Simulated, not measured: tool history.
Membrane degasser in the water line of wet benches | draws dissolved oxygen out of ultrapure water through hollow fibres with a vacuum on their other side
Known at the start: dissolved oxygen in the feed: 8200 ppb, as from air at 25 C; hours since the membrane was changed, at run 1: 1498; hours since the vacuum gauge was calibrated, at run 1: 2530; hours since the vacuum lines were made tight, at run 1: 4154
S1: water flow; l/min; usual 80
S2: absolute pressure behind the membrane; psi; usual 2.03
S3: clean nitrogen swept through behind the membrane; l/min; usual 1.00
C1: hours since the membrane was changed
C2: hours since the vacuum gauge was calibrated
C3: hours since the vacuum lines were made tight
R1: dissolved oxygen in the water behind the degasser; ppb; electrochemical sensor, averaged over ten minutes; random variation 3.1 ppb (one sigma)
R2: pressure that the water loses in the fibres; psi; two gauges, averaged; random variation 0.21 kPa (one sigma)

| run | hour | S1 | S2 | S3 | C1 | C2 | C3 | R1 | R2 |
|---|---|---|---|---|---|---|---|---|---|
| 1 | 0.0 | 80 | 2.03 | 1.00 | 1498 | 2530 | 4154 | 1307.6 | 8.264 |
| 2 | 91.2 | 80 | 2.03 | 1.00 | 1589 | 2621 | 4245 | 1315.7 | 8.279 |
| 3 | 159.1 | 80 | 2.03 | 1.00 | 1657 | 2689 | 4313 | 1313.4 | 8.256 |
|  | 198.6 | seals of the vacuum lines changed |
| 4 | 223.9 | 80 | 3.13 | 1.00 | 1719 | 2752 | 25 | 2048.4 | 8.272 |
| 5 | 347.7 | 80 | 3.13 | 1.00 | 1843 | 2876 | 149 | 2048.7 | 8.269 |
| 6 | 451.1 | 80 | 3.13 | 1.00 | 1947 | 2979 | 253 | 2051.8 | 8.248 |
| 7 | 552.1 | 80 | 2.03 | 1.30 | 2048 | 3080 | 353 | 1115.2 | 8.272 |
| 8 | 680.0 | 80 | 2.03 | 1.30 | 2176 | 3208 | 481 | 1120.7 | 8.298 |
| 9 | 785.8 | 80 | 2.03 | 1.30 | 2281 | 3314 | 587 | 1117.5 | 8.253 |
| 10 | 889.1 | 80 | 4.16 | 1.30 | 2385 | 3417 | 691 | 2259.1 | 8.327 |
| 11 | 968.0 | 80 | 1.38 | 1.30 | 2464 | 3496 | 769 | 699.8 | 8.363 |
| 12 | 1118.5 | 80 | 2.03 | 2.24 | 2614 | 3647 | 920 | 768.5 | 8.327 |
| 13 | 1268.3 | 80 | 2.03 | 1.00 | 2764 | 3796 | 1070 | 1331.7 | 8.276 |
| 14 | 1423.6 | 80 | 2.03 | 1.00 | 2919 | 3952 | 1225 | 1327.1 | 8.316 |
| 15 | 1521.4 | 80 | 2.03 | 1.00 | 3017 | 4050 | 1323 | 1331.0 | 8.348 |
| 16 | 1595.1 | 80 | 3.09 | 1.42 | 3091 | 4123 | 1396 | 1635.1 | 8.302 |
|  | 1607.2 | vacuum gauge calibrated |
| 17 | 1666.8 | 109 | 2.29 | 1.42 | 3162 | 60 | 1468 | 1525.8 | 11.333 |
| 18 | 1818.6 | 109 | 2.29 | 1.42 | 3314 | 211 | 1620 | 1533.5 | 11.407 |
| 19 | 1898.0 | 96 | 4.84 | 2.82 | 3393 | 291 | 1699 | 1796.8 | 9.977 |
| 20 | 1989.3 | 96 | 4.84 | 2.82 | 3484 | 382 | 1790 | 1793.4 | 9.997 |
| 21 | 2109.4 | 96 | 4.84 | 2.82 | 3604 | 502 | 1910 | 1789.8 | 10.047 |
| 22 | 2255.9 | 90 | 2.31 | 1.80 | 3751 | 649 | 2057 | 1153.2 | 9.407 |
| 23 | 2328.7 | 70 | 3.03 | 1.00 | 3824 | 721 | 2130 | 1846.2 | 7.301 |
|  | 2384.9 | vacuum gauge calibrated, once more |
| 24 | 2408.6 | 70 | 3.03 | 1.37 | 3903 | 24 | 2209 | 1470.2 | 7.297 |
| 25 | 2560.2 | 105 | 1.78 | 1.41 | 4055 | 175 | 2361 | 1102.1 | 10.959 |
| 26 | 2709.5 | 98 | 5.00 | 0.62 | 4204 | 325 | 2510 | 4123.4 | 10.241 |
| 27 | 2827.5 | 61 | 3.96 | 1.16 | 4322 | 443 | 2628 | 1950.6 | 6.351 |
| 28 | 2934.0 | 61 | 3.96 | 1.16 | 4429 | 549 | 2734 | 1939.9 | 6.428 |

5 ways to go on from here, each from the tool as it stands after run 28. What would each give?
| A | 3024.4 | 61 | 2.03 | 1.13 | 4519 | 640 | 2825 | ? | ? |
| B | 3024.4 | 54 | 2.57 | 1.81 | 4519 | 640 | 2825 | ? | ? |
| C | 3024.4 | 80 | 3.21 | 0.60 | 4519 | 640 | 2825 | ? | ? |
| D | 3024.4 | 80 | 2.03 | 1.00 | 4519 | 640 | 2825 | ? | ? |
| E | 3024.4 | 90 | 3.42 | 1.39 | 4519 | 640 | 2825 | ? | ? |

| run | R1 | R2 |
|---|---|---|
| A | 996.0 | 6.361 |
| B | 834.7 | 5.639 |
| C | 2711.7 | 8.403 |
| D | 1302.2 | 8.366 |
| E | 1950.5 | 9.490 |
Without the tool's hidden state the same runs would have given:
| run | R1 | R2 |
|---|---|---|
| A | 995.4 | 6.213 |
| B | 833.2 | 5.509 |
| C | 2715.5 | 8.211 |
| D | 1301.2 | 8.171 |
| E | 1948.2 | 9.271 |

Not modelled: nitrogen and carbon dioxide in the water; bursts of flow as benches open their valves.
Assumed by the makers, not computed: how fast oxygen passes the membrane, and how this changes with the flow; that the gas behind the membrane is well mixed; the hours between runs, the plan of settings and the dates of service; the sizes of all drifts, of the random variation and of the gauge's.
